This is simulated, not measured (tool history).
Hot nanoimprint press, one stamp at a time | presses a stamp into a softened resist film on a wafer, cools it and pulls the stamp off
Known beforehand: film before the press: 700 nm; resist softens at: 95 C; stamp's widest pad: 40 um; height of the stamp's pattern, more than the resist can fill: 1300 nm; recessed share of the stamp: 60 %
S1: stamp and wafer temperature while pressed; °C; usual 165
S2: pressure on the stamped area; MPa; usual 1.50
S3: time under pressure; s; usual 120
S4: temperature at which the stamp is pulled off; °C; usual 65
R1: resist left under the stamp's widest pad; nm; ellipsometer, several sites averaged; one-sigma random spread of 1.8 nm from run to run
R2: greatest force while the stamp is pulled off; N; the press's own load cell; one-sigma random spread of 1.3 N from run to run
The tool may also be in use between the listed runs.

run	hour	S1	S2	S3	S4	R1	R2
1	0.0	165	1.50	120	65	386.3	212
2	47.3	165	1.50	120	65	390.1	218
3	96.4	165	1.50	120	65	388.7	221
# hour 115.4: stamp cleaned and given a new release coat
4	130.7	165	1.50	120	65	390.9	205
5	174.5	165	1.50	120	65	393.6	207
6	219.1	165	0.97	120	65	484.0	213
7	276.8	165	0.97	120	65	483.6	213
8	330.3	165	0.97	120	65	484.3	216
9	385.6	165	0.97	120	65	486.7	220
10	435.0	165	0.97	120	65	490.8	224
11	487.9	165	1.50	120	65	408.4	226
# hour 495.5: plate thermocouple calibrated
# hour 529.3: stamp cleaned and given a new release coat
12	533.4	165	1.50	120	65	423.2	217
13	562.4	165	1.50	120	65	421.6	217
14	597.3	165	1.50	120	65	424.4	217
# hour 645.5: plate thermocouple calibrated, once more
15	650.1	165	1.50	151	65	371.6	211
16	690.1	164	1.50	120	65	407.5	212
17	733.3	165	2.18	219	65	270.1	213
18	786.2	163	1.03	120	65	493.2	214
19	843.6	171	1.26	134	70	363.7	197
20	870.5	171	1.82	205	50	258.9	290
21	912.8	171	1.82	62	50	382.4	294
22	936.4	171	1.82	62	50	380.9	294
# hour 945.7: stamp cleaned and given a new release coat
23	999.4	173	1.50	120	65	331.9	212
24	1049.0	173	1.76	120	65	305.4	214
25	1090.7	167	1.03	80	70	510.4	197
26	1115.8	165	1.50	120	57	416.0	252
27	1139.2	173	1.50	120	57	337.9	254
28	1186.6	173	1.50	120	57	337.7	258

Consider 4 possible next runs. They are alternatives, not a sequence: every one starts from the tool as it was left by run 28. What does each give?
A	1229.2	173	1.61	120	57	?	?
B	1229.2	173	2.10	120	57	?	?
C	1229.2	173	1.22	195	64	?	?
D	1229.2	165	2.00	134	65	?	?

run	R1	R2
A	327.9	261
B	285.7	262
C	328.3	228
D	353.5	223
Without the tool's unlogged condition, the same runs would have read:
run	R1	R2
A	300.5	237
B	258.2	238
C	303.1	206
D	320.1	201
